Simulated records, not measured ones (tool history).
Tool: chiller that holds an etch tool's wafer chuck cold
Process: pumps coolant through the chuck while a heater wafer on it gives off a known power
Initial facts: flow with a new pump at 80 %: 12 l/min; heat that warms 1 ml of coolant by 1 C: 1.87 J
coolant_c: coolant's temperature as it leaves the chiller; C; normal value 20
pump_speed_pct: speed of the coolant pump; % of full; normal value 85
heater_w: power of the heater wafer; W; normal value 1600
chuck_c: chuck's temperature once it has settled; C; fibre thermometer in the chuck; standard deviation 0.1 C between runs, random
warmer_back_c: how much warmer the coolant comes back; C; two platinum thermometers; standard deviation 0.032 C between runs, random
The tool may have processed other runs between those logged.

run,hour,coolant_c,pump_speed_pct,heater_w,chuck_c,warmer_back_c
1,0.0,20,85,1600,32.2,4.44
2,132.3,20,85,1600,32.3,4.43
3,303.6,20,85,2355,38.1,6.58
4,482.5,20,85,2355,38.5,6.66
5,615.3,20,85,2355,38.3,6.61
6,719.3,20,85,1600,32.5,4.59
7,857.3,20,85,1600,32.5,4.52
8,1007.8,20,63,1600,35.5,6.14
9,1186.1,20,85,1600,32.7,4.54
10,1295.3,20,85,1600,32.5,4.54
11,1388.0,20,85,1600,32.5,4.60
12,1470.9,20,85,1600,32.4,4.56
13,1567.1,20,85,1600,32.6,4.59
14,1694.0,20,85,1600,32.8,4.63
15,1868.4,20,85,1600,32.7,4.61
16,1977.5,20,85,1600,32.7,4.65
17,2093.3,28,90,1381,38.5,3.80
# hour 2195.9: coolant changed, channels flushed
18,2228.9,28,90,1381,37.2,3.81
# hour 2246.9: chiller's thermometer calibrated
19,2376.8,20,83,1468,30.6,4.38
20,2491.8,12,85,1600,23.3,4.67
21,2696.4,22,66,849,29.2,3.24
22,2818.0,20,94,1461,29.8,3.96
23,2938.3,20,61,1600,34.7,6.53
24,3040.5,20,61,1600,34.6,6.56
25,3209.9,20,61,1600,34.7,6.61
26,3325.8,28,85,1830,41.3,5.42
# hour 3404.7: chiller's thermometer calibrated, once more
27,3465.7,11,66,1600,25.4,6.16
28,3634.7,19,69,2256,38.6,8.26
29,3815.3,16,61,1074,26.1,4.44
30,3969.0,10,67,1600,24.4,6.07
31,4077.1,10,67,1600,24.2,6.08

Alternative continuations, all from the tool just after run 31; predict every row:
A,4168.2,10,74,1600,?,?
B,4168.2,20,98,984,?,?
C,4168.2,10,67,1852,?,?
D,4168.2,20,65,1052,?,?
E,4168.2,20,85,1559,?,?

run,chuck_c,warmer_back_c
A,23.5,5.48
B,26.6,2.57
C,26.6,7.10
D,29.7,4.12
E,31.8,4.71
Stripped of hidden state, with their random variation kept, the same runs would have yielded:
run,chuck_c,warmer_back_c
A,21.7,4.57
B,25.8,2.15
C,24.4,5.93
D,28.5,3.44
E,30.2,3.94
